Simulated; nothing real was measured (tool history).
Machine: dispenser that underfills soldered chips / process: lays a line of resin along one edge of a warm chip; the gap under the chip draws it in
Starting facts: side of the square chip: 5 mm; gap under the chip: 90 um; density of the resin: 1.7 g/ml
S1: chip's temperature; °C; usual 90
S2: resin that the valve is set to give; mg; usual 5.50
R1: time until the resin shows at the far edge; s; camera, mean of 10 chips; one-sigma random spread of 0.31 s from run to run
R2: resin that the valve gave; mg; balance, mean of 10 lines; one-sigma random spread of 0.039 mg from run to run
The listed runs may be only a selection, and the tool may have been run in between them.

run	hour	S1	S2	R1	R2
1	0.0	90	5.50	11.1	5.22
# hour 1.5: new syringe of resin
2	4.4	90	5.50	9.2	5.24
3	10.8	90	5.50	10.3	5.24
# hour 14.1: new syringe of resin
4	18.7	90	5.50	9.3	5.15
5	25.5	90	5.50	11.0	5.10
# hour 26.2: new syringe of resin
6	31.6	90	5.50	9.9	5.12
7	36.5	104	5.50	5.6	5.16
# hour 38.3: new syringe of resin
8	43.7	104	5.50	5.7	5.17
9	49.0	104	5.50	6.2	5.11
# hour 50.5: new syringe of resin
10	56.5	90	5.50	9.3	5.10
11	61.8	90	5.50	10.8	5.13
# hour 63.2: new syringe of resin
12	65.5	90	5.50	9.0	5.04
13	69.0	96	4.98	8.1	4.63
# hour 75.3: new syringe of resin
14	77.0	96	4.98	7.7	4.51
15	82.4	86	6.44	12.4	5.84
# hour 87.5: new syringe of resin
16	87.6	86	6.44	9.7	5.85
17	93.0	91	5.17	9.9	4.68
# hour 99.7: new syringe of resin
18	99.7	102	5.17	5.5	4.63
# hour 104.9: dispensing valve cleaned and set on the balance
19	108.8	83	5.66	13.9	5.72
# hour 112.8: new syringe of resin
20	112.8	83	5.66	11.0	5.65
21	119.9	83	5.66	13.6	5.57
# hour 124.9: new syringe of resin
22	124.9	83	7.04	10.5	6.94

3 options for the next run, each taken on its own from the tool as it stands now. Forecast them:
A	131.0	90	4.83	?	?
B	131.0	81	5.50	?	?
C	131.0	97	6.73	?	?

run	R1	R2
A	9.9	4.77
B	14.8	5.47
C	6.7	6.71
Had the tool no hidden state, the same runs would have come out as:
run	R1	R2
A	8.3	4.83
B	12.4	5.54
C	5.6	6.80
